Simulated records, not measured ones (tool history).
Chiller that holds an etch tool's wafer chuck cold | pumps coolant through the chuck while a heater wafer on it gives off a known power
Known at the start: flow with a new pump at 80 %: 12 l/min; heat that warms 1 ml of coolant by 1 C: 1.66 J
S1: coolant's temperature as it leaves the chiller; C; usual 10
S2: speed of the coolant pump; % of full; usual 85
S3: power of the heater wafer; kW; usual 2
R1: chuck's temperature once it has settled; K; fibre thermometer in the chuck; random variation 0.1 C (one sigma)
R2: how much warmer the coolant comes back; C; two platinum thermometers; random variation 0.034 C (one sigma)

run,hour,S1,S2,S3,R1,R2
1,0,10,85,2,296.35,5.73
2,63.8,10,85,2,296.35,5.72
3,124.7,10,85,2,296.25,5.79
4,189.3,13,85,2,299.25,5.7
5,248.2,13,85,2,299.25,5.71
6,285.9,13,85,2,299.35,5.79
7,326.2,10,85,2,296.35,5.75
8,362.7,17,96,1.739,300.95,4.4
9,410.1,17,96,1.378,298.45,3.43

Run 10 comes next. What will it give?
10,466.4,17,96,1.378,?,?

{"run 10": {"R1": 298.35, "R2": 3.52}}
Without the tool's hidden state the same run would have given R1 298.35 K, R2 3.44 C.

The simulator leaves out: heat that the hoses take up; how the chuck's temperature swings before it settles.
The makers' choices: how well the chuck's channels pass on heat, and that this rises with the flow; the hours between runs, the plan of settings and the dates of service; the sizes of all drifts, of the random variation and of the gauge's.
